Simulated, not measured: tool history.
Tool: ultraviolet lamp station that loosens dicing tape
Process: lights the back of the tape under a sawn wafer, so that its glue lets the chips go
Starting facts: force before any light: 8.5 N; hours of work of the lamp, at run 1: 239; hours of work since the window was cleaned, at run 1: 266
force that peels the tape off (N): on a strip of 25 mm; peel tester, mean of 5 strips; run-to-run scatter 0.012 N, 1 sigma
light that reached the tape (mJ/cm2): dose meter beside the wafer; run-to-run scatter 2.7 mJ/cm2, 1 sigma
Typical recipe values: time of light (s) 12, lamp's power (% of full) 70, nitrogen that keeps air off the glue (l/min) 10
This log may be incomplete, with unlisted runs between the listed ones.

run,hour,time of light (s),lamp's power (% of full),nitrogen that keeps air off the glue (l/min),hours of work of the lamp,hours of work since the window was cleaned,force that peels the tape off (N),light that reached the tape (mJ/cm2)
1,0,12,70,10,239,266,0.674,316
2,8.1,12,70,8,243,271,0.78,318
3,17.1,12,70,8,248,276,0.803,317
4,22.8,12,70,8,252,279,0.754,315
5,33.1,12,70,12,258,285,0.605,313
6,42.5,12,70,12,263,290,0.625,311
7,48.1,12,70,12,266,294,0.622,313
8,58.6,12,70,10,272,300,0.708,311
9,67.9,12,70,10,278,305,0.714,307
10,77.7,12,70,10,283,311,0.708,305
11,86.5,12,70,10,288,316,0.719,305
12,94.7,12,70,10,293,320,0.724,306
13,102.8,12,70,10,298,325,0.7,305
14,114.5,12,70,10,304,332,0.731,309
15,122.5,15,70,10,309,336,0.446,378
16,128.5,15,70,10,312,340,0.471,379
17,140.3,12,70,10,319,347,0.722,303
18,146.7,14,70,10,323,350,0.533,355
19,157.1,14,70,10,329,356,0.546,359
20,168.5,12,70,10,335,363,0.762,304
21,175.7,12,70,10,340,367,0.748,300
22,183.4,12,70,10,344,371,0.756,299
23,190.1,12,70,10,348,375,0.745,301
24,196.1,12,62,10,351,379,0.971,270
25,205.6,15,85,18,357,384,0.278,453
26,212.3,15,70,14,361,388,0.383,370
27,220.7,15,70,14,365,393,0.426,373
28,226.8,12,88,14,369,396,0.407,375
29,238.3,12,88,14,375,403,0.404,374
30,247.1,8,73,3,381,408,2.747,205
31,254.8,8,73,3,385,412,2.69,203
32,262.6,8,73,3,389,417,2.716,205
33,271.2,7,66,15,394,422,1.822,160
34,276.2,7,66,15,397,425,1.824,156
35,286.8,7,66,15,403,431,1.853,164
36,293.4,15,64,4,407,434,1.173,332
37,304.6,7,64,6,413,441,2.805,159
38,309.7,11,70,10,416,444,0.972,270
39,316.2,11,70,10,420,448,0.964,262
40,323.5,12,70,16,424,452,0.581,284
41,330.4,6,70,3,428,456,3.844,144
42,339.5,6,70,3,434,461,3.83,146
43,348.9,9,78,6,439,466,1.537,242

How would selected steps in force that peels the tape off (N) from run to run divide? Give the signed amount a tool lacking its hidden state would still show from settings, what came in and random variation, and the signed amount left for the hidden state, including any gauge scatter that is not in both of the compared results.
Hidden state at play: lamp's light, % of a new lamp's; light that the window lets through, % of a clean one's; drift of the gauge itself on peel_n, %; drift of the gauge itself on dose_mj_cm2, %.
Run 29 -> 30: time of light (s) 12 -> 8, lamp's power (% of full) 88 -> 73, nitrogen that keeps air off the glue (l/min) 14 -> 3. force that peels the tape off (N) +2.343: hidden state +0.453, all else +1.89.
Run 37 -> 38: time of light (s) 7 -> 11, lamp's power (% of full) 64 -> 70, nitrogen that keeps air off the glue (l/min) 6 -> 10. force that peels the tape off (N) -1.833: hidden state -0.286, all else -1.547.
Run 40 -> 41: time of light (s) 12 -> 6, nitrogen that keeps air off the glue (l/min) 16 -> 3. force that peels the tape off (N) +3.263: hidden state +0.457, all else +2.806.
Run 42 -> 43: time of light (s) 6 -> 9, lamp's power (% of full) 70 -> 78, nitrogen that keeps air off the glue (l/min) 3 -> 6. force that peels the tape off (N) -2.293: hidden state -0.185, all else -2.108.
